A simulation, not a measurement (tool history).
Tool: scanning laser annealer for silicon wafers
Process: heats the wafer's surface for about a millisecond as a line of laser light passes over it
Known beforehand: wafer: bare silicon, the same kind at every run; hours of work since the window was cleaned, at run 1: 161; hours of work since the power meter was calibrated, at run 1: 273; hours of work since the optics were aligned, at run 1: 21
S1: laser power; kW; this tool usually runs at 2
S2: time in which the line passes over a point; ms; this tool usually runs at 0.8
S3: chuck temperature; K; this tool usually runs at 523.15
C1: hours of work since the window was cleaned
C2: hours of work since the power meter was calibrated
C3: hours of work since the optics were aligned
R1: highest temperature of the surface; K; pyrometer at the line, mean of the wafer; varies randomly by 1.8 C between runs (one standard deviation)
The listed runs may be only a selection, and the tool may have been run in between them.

run,hour,S1,S2,S3,C1,C2,C3,R1
1,0,2,0.8,523.15,161,273,21,1298.15
2,12.8,2,0.8,562.15,166,278,27,1341.15
3,26.4,2,0.8,510.15,172,284,32,1287.15
4,37.3,2,0.8,523.15,176,288,37,1297.15
5,46.2,1.715,0.8,523.15,180,292,40,1179.15
6,61.2,2,0.8,545.15,186,298,47,1322.15
7,77.7,2,0.8,545.15,193,305,53,1320.15
8,85.8,2,0.586,545.15,196,308,57,1201.15
9,102.2,2,0.586,545.15,203,315,63,1200.15
10,111.8,2,0.586,545.15,207,319,67,1202.15
11,131.3,2,0.936,523.15,215,327,75,1365.15
12,143.6,2,0.936,523.15,220,332,81,1364.15
13,155.1,2,0.61,523.15,225,337,85,1195.15
14,165.5,2,0.8,523.15,229,341,90,1299.15
15,174.9,2,0.564,523.15,233,345,93,1166.15
16,183.9,2,0.564,523.15,237,349,97,1163.15
# hour 188.2: laser's power meter calibrated
17,195.3,2,0.564,523.15,240,3,101,1166.15
18,208.1,2,0.564,523.15,245,8,106,1168.15
19,226.3,1.787,0.8,523.15,253,16,113,1207.15
20,236.3,1.787,0.8,523.15,257,20,118,1206.15
21,250.7,2,0.585,523.15,263,26,124,1177.15
# hour 260: laser's power meter calibrated, once more
22,262.4,2,0.585,523.15,267,1,127,1177.15
23,274.5,2,0.936,495.15,271,6,132,1327.15
24,290.8,1.977,0.676,523.15,278,13,139,1218.15
25,306.3,1.897,0.8,530.15,285,19,145,1258.15
26,317.7,2,0.8,512.15,289,24,150,1280.15
27,329,1.944,0.663,553.15,294,28,155,1228.15
28,348.3,1.704,0.828,523.15,302,36,163,1177.15
29,361.7,1.716,0.664,487.15,307,42,168,1078.15
30,380.5,1.716,0.664,487.15,315,50,176,1075.15
31,390.8,2.156,0.92,532.15,319,54,180,1422.15
32,406.6,2.068,0.92,514.15,326,61,187,1365.15
33,420.8,2.068,0.777,514.15,332,66,192,1296.15
34,429.5,1.82,0.629,536.15,335,70,196,1143.15
35,438,2.183,0.625,523.15,339,73,200,1261.15
36,455.1,2.027,0.913,525.15,346,81,207,1354.15
37,468.1,2.027,0.913,525.15,351,86,212,1353.15
38,481,1.882,0.913,560.15,357,91,217,1325.15
39,500.8,1.787,0.621,530.15,365,99,225,1121.15
40,519.6,2.015,0.796,536.15,373,107,233,1302.15
41,529.9,2.011,0.866,550.15,377,111,237,1348.15
42,548.9,2.011,0.866,550.15,385,119,245,1347.15

Branching from run 42: 3 alternative next runs. What would each branch give?
A,566,2.125,0.728,559.15,392,126,252,?
B,566,1.707,0.645,494.15,392,126,252,?
C,566,1.705,0.8,523.15,392,126,252,?

run,R1
A,1331.15
B,1065.15
C,1164.15
Had the tool no hidden state, the same runs would have come out as:
run,R1
A,1358.15
B,1085.15
C,1186.15
